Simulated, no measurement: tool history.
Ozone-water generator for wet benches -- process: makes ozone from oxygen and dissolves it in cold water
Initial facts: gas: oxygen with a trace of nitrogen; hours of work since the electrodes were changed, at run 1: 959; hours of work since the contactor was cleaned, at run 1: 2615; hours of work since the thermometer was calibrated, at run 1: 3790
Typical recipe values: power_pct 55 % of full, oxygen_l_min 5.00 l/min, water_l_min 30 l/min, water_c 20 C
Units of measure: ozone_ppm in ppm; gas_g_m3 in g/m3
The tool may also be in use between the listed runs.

run,hour,power_pct,oxygen_l_min,water_l_min,water_c,hours of work since the electrodes were changed,hours of work since the contactor was cleaned,hours of work since the thermometer was calibrated,ozone_ppm,gas_g_m3
1,0.0,55,5.00,30,20,959,2615,3790,13.0,208.3
2,89.2,55,5.00,30,20,1040,2696,3870,12.9,208.0
3,202.6,55,5.00,30,20,1142,2798,3972,13.0,207.8
4,269.7,55,5.00,30,20,1202,2858,4032,12.8,210.5
5,387.3,55,5.00,30,20,1308,2964,4138,12.6,205.7
# hour 479.9: contactor cleaned
6,490.9,55,5.00,18,20,1398,10,4228,22.0,207.6
7,592.0,55,5.00,23,20,1489,101,4319,17.6,206.5
8,663.4,55,5.00,23,20,1553,165,4384,17.7,206.2
9,750.4,55,5.96,30,20,1632,244,4462,13.5,189.8
10,805.3,55,5.96,30,20,1681,293,4511,13.7,190.2
11,888.3,55,5.96,30,20,1756,368,4586,13.6,189.2
12,994.2,55,5.00,30,20,1851,463,4682,13.4,205.0
13,1074.3,55,6.48,30,20,1924,535,4754,13.4,181.0
14,1146.2,55,5.00,30,20,1988,600,4818,13.1,202.7
15,1199.4,55,5.00,30,20,2036,648,4866,13.2,203.6
# hour 1300.4: water thermometer calibrated
16,1312.8,55,5.00,30,20,2138,750,11,13.0,204.0
17,1409.8,55,5.00,30,20,2225,837,99,12.9,204.4
18,1489.2,55,5.00,30,20,2297,909,170,12.9,204.4
19,1588.3,97,2.82,30,22,2386,998,259,18.6,440.9
# hour 1603.2: water thermometer calibrated, once more
20,1674.6,97,4.58,30,14,2463,1075,64,22.4,353.6
21,1733.1,45,5.00,30,15,2516,1128,117,11.2,168.2
22,1837.3,68,2.55,30,22,2610,1222,211,13.1,331.5
23,1954.1,68,2.55,30,22,2715,1327,316,13.3,338.3
24,2035.6,73,4.32,19,13,2789,1401,390,28.3,277.1
25,2139.2,93,5.00,30,20,2882,1494,483,20.1,317.9
26,2255.6,52,6.20,36,20,2987,1599,588,10.2,170.9
27,2370.6,52,6.20,25,22,3090,1702,691,14.5,171.4
28,2470.1,59,4.28,18,22,3180,1792,781,21.6,227.7
29,2569.5,59,4.28,18,22,3270,1882,871,21.0,227.7
30,2679.6,55,7.95,33,16,3369,1981,970,12.6,158.4
31,2753.8,55,3.73,30,25,3436,2048,1037,11.2,226.9
32,2867.0,55,3.73,30,25,3538,2149,1138,11.2,226.3
33,2934.4,55,5.00,30,23,3598,2210,1199,11.9,198.3

For each entry between runs, how does the tool's hidden state at the last listed run before it compare with that at the first listed run after it?
Run 5 -> run 6: contactor cleaned (hour 479.9)
  yield of the discharge, % of new electrodes': 96.9 -> 96.6; contactor's efficiency, % of a clean one's: 92 -> 99.6; true water temperature over the reading, C: 0.61 -> 0.62
  measured value less the no-hidden-state value, ozone_ppm: -1.1 -> -0.9 ppm; gas_g_m3: -5.2 -> -5.6 g/m3
Run 15 -> run 16: water thermometer calibrated (hour 1300.4)
  yield of the discharge, % of new electrodes': 94.8 -> 94.5; contactor's efficiency, % of a clean one's: 97.8 -> 97.5; true water temperature over the reading, C: 0.71 -> 0.98
  measured value less the no-hidden-state value, ozone_ppm: -0.8 -> -1.0 ppm; gas_g_m3: -8.7 -> -9.1 g/m3
Run 19 -> run 20: water thermometer calibrated, once more (hour 1603.2)
  yield of the discharge, % of new electrodes': 93.8 -> 93.6; contactor's efficiency, % of a clean one's: 96.8 -> 96.6; true water temperature over the reading, C: 1.01 -> 0.01
  measured value less the no-hidden-state value, ozone_ppm: -2.1 -> -2.5 ppm; gas_g_m3: -38.1 -> -31.6 g/m3
